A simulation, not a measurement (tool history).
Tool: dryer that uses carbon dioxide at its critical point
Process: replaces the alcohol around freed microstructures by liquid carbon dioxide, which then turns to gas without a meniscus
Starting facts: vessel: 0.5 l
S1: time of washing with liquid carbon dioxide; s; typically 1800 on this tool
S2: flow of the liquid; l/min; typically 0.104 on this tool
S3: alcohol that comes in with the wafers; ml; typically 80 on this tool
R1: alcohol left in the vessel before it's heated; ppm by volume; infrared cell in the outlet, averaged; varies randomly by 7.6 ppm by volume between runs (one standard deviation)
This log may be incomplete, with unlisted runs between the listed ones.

{"run": 1, "hour": 0.0, "S1": 1800, "S2": 0.104, "S3": 80, "R1": 875}
{"run": 2, "hour": 16.6, "S1": 1800, "S2": 0.113, "S3": 80, "R1": 576}
{"run": 3, "hour": 41.5, "S1": 1800, "S2": 0.113, "S3": 80, "R1": 594}
{"run": 4, "hour": 65.2, "S1": 1380, "S2": 0.113, "S3": 80, "R1": 2145}
{"run": 5, "hour": 96.2, "S1": 1380, "S2": 0.113, "S3": 80, "R1": 2247}
{"run": 6, "hour": 123.7, "S1": 1380, "S2": 0.113, "S3": 80, "R1": 2252}
{"run": 7, "hour": 145.3, "S1": 1380, "S2": 0.113, "S3": 80, "R1": 2262}
{"run": 8, "hour": 167.3, "S1": 1380, "S2": 0.113, "S3": 80, "R1": 2347}
{"run": 9, "hour": 188.8, "S1": 1380, "S2": 0.113, "S3": 80, "R1": 2413}
{"run": 10, "hour": 202.4, "S1": 1800, "S2": 0.104, "S3": 80, "R1": 1066}
{"run": 11, "hour": 226.5, "S1": 1800, "S2": 0.104, "S3": 80, "R1": 1072}
{"hour": 231.4, "done": "inlet filter changed"}
{"run": 12, "hour": 244.0, "S1": 1800, "S2": 0.104, "S3": 80, "R1": 445}
{"run": 13, "hour": 258.2, "S1": 1800, "S2": 0.104, "S3": 77, "R1": 441}
{"run": 14, "hour": 284.4, "S1": 1800, "S2": 0.104, "S3": 77, "R1": 477}
{"run": 15, "hour": 301.8, "S1": 1800, "S2": 0.104, "S3": 77, "R1": 464}
{"run": 16, "hour": 329.0, "S1": 1800, "S2": 0.094, "S3": 80, "R1": 827}
{"run": 17, "hour": 359.5, "S1": 1800, "S2": 0.104, "S3": 60, "R1": 397}
{"run": 18, "hour": 382.2, "S1": 1800, "S2": 0.104, "S3": 60, "R1": 421}
{"run": 19, "hour": 410.5, "S1": 1800, "S2": 0.104, "S3": 60, "R1": 426}
{"run": 20, "hour": 429.2, "S1": 1440, "S2": 0.104, "S3": 60, "R1": 1224}
{"run": 21, "hour": 454.6, "S1": 1440, "S2": 0.104, "S3": 60, "R1": 1271}
{"run": 22, "hour": 467.9, "S1": 1440, "S2": 0.104, "S3": 60, "R1": 1256}
{"run": 23, "hour": 484.4, "S1": 2520, "S2": 0.104, "S3": 80, "R1": 139}
{"run": 24, "hour": 516.2, "S1": 2520, "S2": 0.104, "S3": 80, "R1": 143}
{"run": 25, "hour": 529.6, "S1": 1800, "S2": 0.107, "S3": 83, "R1": 538}
{"run": 26, "hour": 560.5, "S1": 1560, "S2": 0.104, "S3": 25, "R1": 457}
{"run": 27, "hour": 574.6, "S1": 1620, "S2": 0.09, "S3": 28, "R1": 746}
{"run": 28, "hour": 601.2, "S1": 1620, "S2": 0.09, "S3": 49, "R1": 1252}
{"run": 29, "hour": 621.5, "S1": 1620, "S2": 0.09, "S3": 49, "R1": 1262}
{"run": 30, "hour": 652.6, "S1": 1620, "S2": 0.09, "S3": 49, "R1": 1302}
{"run": 31, "hour": 683.2, "S1": 1800, "S2": 0.104, "S3": 35, "R1": 364}
{"run": 32, "hour": 712.9, "S1": 1680, "S2": 0.077, "S3": 38, "R1": 1673}
{"run": 33, "hour": 733.9, "S1": 1680, "S2": 0.077, "S3": 38, "R1": 1680}
{"run": 34, "hour": 749.3, "S1": 1680, "S2": 0.119, "S3": 80, "R1": 556}
{"run": 35, "hour": 765.8, "S1": 1680, "S2": 0.073, "S3": 80, "R1": 4250}
{"run": 36, "hour": 784.9, "S1": 1680, "S2": 0.073, "S3": 80, "R1": 4342}
{"run": 37, "hour": 814.5, "S1": 2280, "S2": 0.104, "S3": 118, "R1": 342}
{"run": 38, "hour": 846.3, "S1": 1800, "S2": 0.104, "S3": 71, "R1": 736}
{"run": 39, "hour": 869.2, "S1": 2520, "S2": 0.15, "S3": 80, "R1": 111}
{"run": 40, "hour": 898.5, "S1": 1800, "S2": 0.09, "S3": 80, "R1": 1585}
{"hour": 915.5, "done": "purifier's bed changed"}
{"run": 41, "hour": 915.9, "S1": 1260, "S2": 0.09, "S3": 36, "R1": 2782}
{"run": 42, "hour": 945.1, "S1": 2100, "S2": 0.076, "S3": 33, "R1": 669}
{"run": 43, "hour": 975.8, "S1": 2100, "S2": 0.095, "S3": 33, "R1": 232}
{"run": 44, "hour": 1006.2, "S1": 2100, "S2": 0.095, "S3": 33, "R1": 237}
{"run": 45, "hour": 1035.8, "S1": 2640, "S2": 0.095, "S3": 25, "R1": 65}
{"run": 46, "hour": 1063.0, "S1": 2640, "S2": 0.095, "S3": 25, "R1": 64}
{"run": 47, "hour": 1093.6, "S1": 2640, "S2": 0.095, "S3": 25, "R1": 58}
{"run": 48, "hour": 1123.1, "S1": 1800, "S2": 0.146, "S3": 80, "R1": 137}

Alternative continuations, all from the tool just after run 48; predict every row:
{"run": "A", "hour": 1149.7, "S1": 1800, "S2": 0.104, "S3": 51, "R1": "?"}
{"run": "B", "hour": 1149.7, "S1": 2820, "S2": 0.104, "S3": 44, "R1": "?"}
{"run": "C", "hour": 1149.7, "S1": 1800, "S2": 0.146, "S3": 36, "R1": "?"}

run=A R1=597
run=B R1=53
run=C R1=73
Without the tool's unlogged condition, the same runs would have read:
run=A R1=239
run=B R1=12
run=C R1=16

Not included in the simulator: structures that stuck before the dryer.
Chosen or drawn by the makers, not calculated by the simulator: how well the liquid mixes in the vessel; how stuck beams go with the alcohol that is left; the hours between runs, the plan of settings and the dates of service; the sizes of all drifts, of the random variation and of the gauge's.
